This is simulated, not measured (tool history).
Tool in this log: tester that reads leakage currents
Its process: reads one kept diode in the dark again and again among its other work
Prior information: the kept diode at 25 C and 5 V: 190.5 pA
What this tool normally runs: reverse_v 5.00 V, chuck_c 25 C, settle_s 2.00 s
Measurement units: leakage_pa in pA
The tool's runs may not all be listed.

run	hour	reverse_v	chuck_c	settle_s	leakage_pa
1	0.0	5.00	25	2.00	203.42
2	55.6	4.46	25	2.00	192.68
3	107.6	4.46	25	2.00	192.61
4	162.2	4.46	25	2.00	192.64
5	211.2	5.00	25	2.00	203.82
# hour 262.0: probe card cleaned and baked
6	280.4	5.00	25	2.00	204.83
7	312.4	5.00	25	2.00	205.09
8	365.0	5.00	25	2.00	205.29
9	426.8	5.00	25	2.00	205.46
10	490.8	5.00	25	2.00	206.39
# hour 520.6: probe card cleaned and baked, once more
11	538.2	5.00	25	2.00	204.10
12	591.2	5.00	33	2.00	355.48
13	664.5	5.00	33	2.00	354.69
14	736.4	15.74	25	2.00	353.41
15	802.2	12.90	25	2.00	320.92
# hour 842.1: chuck's temperature calibrated
16	872.2	12.90	25	2.00	302.70
17	944.9	5.00	27	7.57	221.33
18	1000.8	5.00	21	0.90	145.81
19	1035.8	5.00	28	0.66	240.51
20	1091.2	15.24	25	0.63	333.12
21	1129.8	5.00	51	0.31	1083.88
22	1198.3	1.77	25	1.49	118.62
23	1251.8	1.77	25	1.49	119.47
24	1291.2	10.03	21	4.83	201.51
25	1361.5	10.03	21	4.83	201.36
26	1399.3	1.22	47	3.34	432.68
27	1457.0	6.15	47	0.59	933.36
28	1507.1	6.15	47	0.59	934.43
29	1541.6	6.15	47	0.59	936.98

Forecast each of these 3 alternatives for the next run:
A	1600.6	15.98	47	5.20	?
B	1600.6	11.02	25	2.51	?
C	1600.6	5.69	24	9.48	?

run	leakage_pa
A	1467.05
B	284.51
C	192.53
Without the tool's unlogged condition, the same runs would have read:
run	leakage_pa
A	1442.48
B	277.81
C	188.20
